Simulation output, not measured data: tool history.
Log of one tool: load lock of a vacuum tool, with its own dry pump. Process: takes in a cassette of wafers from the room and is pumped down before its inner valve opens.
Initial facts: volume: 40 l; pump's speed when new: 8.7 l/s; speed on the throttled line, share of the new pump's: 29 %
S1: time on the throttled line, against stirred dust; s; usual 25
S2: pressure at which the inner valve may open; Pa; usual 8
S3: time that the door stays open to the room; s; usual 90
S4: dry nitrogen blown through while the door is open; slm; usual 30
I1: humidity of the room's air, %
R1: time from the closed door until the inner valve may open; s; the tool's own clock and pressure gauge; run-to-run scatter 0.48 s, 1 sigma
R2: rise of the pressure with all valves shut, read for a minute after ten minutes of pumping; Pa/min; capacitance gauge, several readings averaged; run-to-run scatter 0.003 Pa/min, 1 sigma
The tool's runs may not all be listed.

Run 1, hour 0.0: usual settings; I1 47.0. Result: R1 62.0 s, R2 0.330 Pa/min.
Run 2, hour 226.7: usual settings; I1 43.9. Result: R1 61.7 s, R2 0.327 Pa/min.
Run 3, hour 550.6: usual settings but S2 7 Pa; I1 49.3. Result: R1 63.0 s, R2 0.353 Pa/min.
Run 4, hour 1043.1: usual settings but S1 19 s, S2 7 Pa; I1 48.3. Result: R1 58.9 s, R2 0.388 Pa/min.
Run 5, hour 1423.0: usual settings but S1 27 s; I1 48.4. Result: R1 64.3 s, R2 0.425 Pa/min.
At hour 1678.5: door's seal changed, seat wiped.
Run 6, hour 1684.9: usual settings but S1 27 s; I1 46.8. Result: R1 64.1 s, R2 0.022 Pa/min.
Run 7, hour 2151.4: usual settings but S1 27 s; I1 44.9. Result: R1 64.6 s, R2 0.034 Pa/min.
Run 8, hour 2672.8: usual settings but S3 100 s; I1 44.3. Result: R1 63.5 s, R2 0.043 Pa/min.
Run 9, hour 3001.2: usual settings but S3 100 s, S4 5 slm; I1 44.1. Result: R1 62.8 s, R2 0.085 Pa/min.
Run 10, hour 3364.8: usual settings; I1 47.7. Result: R1 64.0 s, R2 0.057 Pa/min.
Run 11, hour 3626.5: usual settings; I1 44.6. Result: R1 63.5 s, R2 0.066 Pa/min.
Run 12, hour 4031.9: usual settings; I1 46.3. Result: R1 63.6 s, R2 0.075 Pa/min.
Run 13, hour 4583.4: usual settings but S4 12 slm; I1 41.8. Result: R1 64.5 s, R2 0.111 Pa/min.
Run 14, hour 4880.4: usual settings but S3 40 s; I1 44.8. Result: R1 64.5 s, R2 0.100 Pa/min.
Run 15, hour 5221.7: usual settings but S3 94 s; I1 43.9. Result: R1 64.3 s, R2 0.119 Pa/min.
Run 16, hour 5617.3: usual settings but S3 94 s; I1 44.9. Result: R1 63.9 s, R2 0.127 Pa/min.
Run 17, hour 6060.7: usual settings but S1 27 s, S2 9 Pa, S3 31 s, S4 6 slm; I1 43.4. Result: R1 65.3 s, R2 0.162 Pa/min.
Run 18, hour 6436.1: usual settings but S1 27 s, S2 9 Pa, S3 31 s, S4 6 slm; I1 42.8. Result: R1 65.6 s, R2 0.174 Pa/min.
Run 19, hour 6748.6: usual settings but S1 45 s, S3 121 s; I1 41.5. Result: R1 79.1 s, R2 0.185 Pa/min.
Run 20, hour 6972.4: usual settings but S1 45 s, S3 121 s; I1 50.3. Result: R1 80.0 s, R2 0.197 Pa/min.
Run 21, hour 7326.6: usual settings but S1 22 s; I1 46.5. Result: R1 64.0 s, R2 0.213 Pa/min.
Run 22, hour 7657.4: usual settings but S1 22 s, S2 7 Pa, S3 208 s; I1 48.3. Result: R1 65.5 s, R2 0.236 Pa/min.
Run 23, hour 8118.7: usual settings but S1 22 s, S2 7 Pa, S3 167 s; I1 42.8. Result: R1 65.8 s, R2 0.256 Pa/min.
Run 24, hour 8478.0: usual settings but S1 18 s, S2 10 Pa, S3 167 s; I1 44.2. Result: R1 61.1 s, R2 0.281 Pa/min.
Run 25, hour 8854.8: usual settings but S2 14 Pa, S4 5 slm; I1 46.6. Result: R1 63.7 s, R2 0.327 Pa/min.
Run 26, hour 9343.1: usual settings but S1 17 s, S3 97 s, S4 21 slm; I1 42.3. Result: R1 61.7 s, R2 0.329 Pa/min.
Run 27, hour 9704.7: usual settings but S1 13 s, S2 10 Pa, S3 95 s, S4 8 slm; I1 44.1. Result: R1 57.9 s, R2 0.381 Pa/min.
Run 28, hour 10129.5: usual settings but S1 19 s; I1 44.6. Result: R1 64.5 s, R2 0.387 Pa/min.
At hour 10449.4: door's seal changed, seat wiped.
Run 29, hour 10472.6: usual settings but S1 47 s, S2 13 Pa; I1 45.6. Result: R1 79.7 s, R2 0.024 Pa/min.

Each row is a separate what-if for the run after 29, all from the same tool condition, not one after another. Results?
Run A, hour 10760.8: usual settings but S4 11 slm; I1 43.0. Result: R1 ?, R2 ?.
Run B, hour 10760.8: usual settings but S1 22 s, S2 7 Pa, S4 8 slm; I1 48.0. Result: R1 ?, R2 ?.
Run C, hour 10760.8: usual settings but S2 6 Pa, S3 98 s, S4 17 slm; I1 44.6. Result: R1 ?, R2 ?.
Run D, hour 10760.8: usual settings but S2 11 Pa; I1 43.0. Result: R1 ?, R2 ?.
Run E, hour 10760.8: usual settings but S1 47 s, S2 13 Pa; I1 47.4. Result: R1 ?, R2 ?.

run    R1     R2
  A  67.7  0.038
  B  67.1  0.053
  C  69.9  0.038
  D  65.9  0.028
  E  80.5  0.028
Without the tool's unlogged condition, the same runs would have read:
run    R1     R2
  A  60.9  0.034
  B  60.0  0.049
  C  62.8  0.035
  D  59.4  0.024
  E  75.3  0.025

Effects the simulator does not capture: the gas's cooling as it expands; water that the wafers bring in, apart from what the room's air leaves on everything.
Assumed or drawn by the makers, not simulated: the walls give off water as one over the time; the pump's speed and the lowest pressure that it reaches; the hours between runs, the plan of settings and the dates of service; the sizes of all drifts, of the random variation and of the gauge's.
